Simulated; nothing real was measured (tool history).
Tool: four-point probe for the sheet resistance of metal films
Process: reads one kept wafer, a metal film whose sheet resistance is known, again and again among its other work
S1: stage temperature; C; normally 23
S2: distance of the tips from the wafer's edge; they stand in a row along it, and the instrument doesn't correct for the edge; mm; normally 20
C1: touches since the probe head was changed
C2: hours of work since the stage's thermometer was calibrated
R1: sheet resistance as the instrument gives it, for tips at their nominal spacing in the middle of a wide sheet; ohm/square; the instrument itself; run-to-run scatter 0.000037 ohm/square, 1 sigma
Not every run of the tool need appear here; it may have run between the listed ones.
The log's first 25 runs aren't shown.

{"run": 26, "day": 17.283, "S1": 22, "S2": 4, "C1": 27014, "C2": 652, "R1": 0.186865}
{"day": 17.342, "done": "stage's thermometer calibrated"}
{"run": 27, "day": 17.862, "S1": 30, "S2": 11, "C1": 27592, "C2": 6, "R1": 0.183452}
{"run": 28, "day": 18.775, "S1": 29, "S2": 65, "C1": 28534, "C2": 18, "R1": 0.183211}
{"run": 29, "day": 19.4, "S1": 30, "S2": 55, "C1": 29183, "C2": 26, "R1": 0.18312}
{"day": 20.133, "done": "stage's thermometer calibrated, once more"}
{"run": 30, "day": 20.225, "S1": 34, "S2": 39, "C1": 30015, "C2": 1, "R1": 0.182337}
{"run": 31, "day": 21.075, "S1": 33, "S2": 57, "C1": 30895, "C2": 12, "R1": 0.182454}
{"run": 32, "day": 21.862, "S1": 26, "S2": 14, "C1": 31707, "C2": 22, "R1": 0.183751}
{"run": 33, "day": 22.292, "S1": 26, "S2": 14, "C1": 32151, "C2": 27, "R1": 0.183751}
{"run": 34, "day": 22.888, "S1": 26, "S2": 14, "C1": 32766, "C2": 34, "R1": 0.183759}
{"run": 35, "day": 23.771, "S1": 18, "S2": 3, "C1": 33681, "C2": 45, "R1": 0.189361}
{"run": 36, "day": 24.283, "S1": 19, "S2": 30, "C1": 34209, "C2": 52, "R1": 0.184893}
{"run": 37, "day": 25.046, "S1": 19, "S2": 30, "C1": 34999, "C2": 61, "R1": 0.184804}
{"run": 38, "day": 25.712, "S1": 23, "S2": 25, "C1": 35688, "C2": 70, "R1": 0.184137}
{"run": 39, "day": 26.275, "S1": 24, "S2": 10, "C1": 36268, "C2": 77, "R1": 0.184311}
{"run": 40, "day": 26.654, "S1": 34, "S2": 11, "C1": 36661, "C2": 81, "R1": 0.182481}
{"run": 41, "day": 27.496, "S1": 34, "S2": 11, "C1": 37533, "C2": 92, "R1": 0.182591}
{"run": 42, "day": 28.388, "S1": 19, "S2": 7, "C1": 38456, "C2": 103, "R1": 0.185517}
{"run": 43, "day": 28.879, "S1": 19, "S2": 7, "C1": 38963, "C2": 109, "R1": 0.185531}
{"run": 44, "day": 29.288, "S1": 19, "S2": 7, "C1": 39386, "C2": 114, "R1": 0.185441}
{"run": 45, "day": 30.092, "S1": 27, "S2": 7, "C1": 40218, "C2": 124, "R1": 0.184217}

Below are 4 alternative next runs, each starting from the tool's condition after run 45. Predict each:
{"run": "A", "day": 30.8, "S1": 27, "S2": 10, "C1": 40949, "C2": 133, "R1": "?"}
{"run": "B", "day": 30.8, "S1": 23, "S2": 37, "C1": 40949, "C2": 133, "R1": "?"}
{"run": "C", "day": 30.8, "S1": 23, "S2": 6, "C1": 40949, "C2": 133, "R1": "?"}
{"run": "D", "day": 30.8, "S1": 21, "S2": 69, "C1": 40949, "C2": 133, "R1": "?"}

run=A R1=0.183724
run=B R1=0.183941
run=C R1=0.185119
run=D R1=0.184403
The same runs, with their run-to-run variation unchanged, on a tool lacking any hidden condition would have given:
run=A R1=0.183817
run=B R1=0.184034
run=C R1=0.185212
run=D R1=0.184496
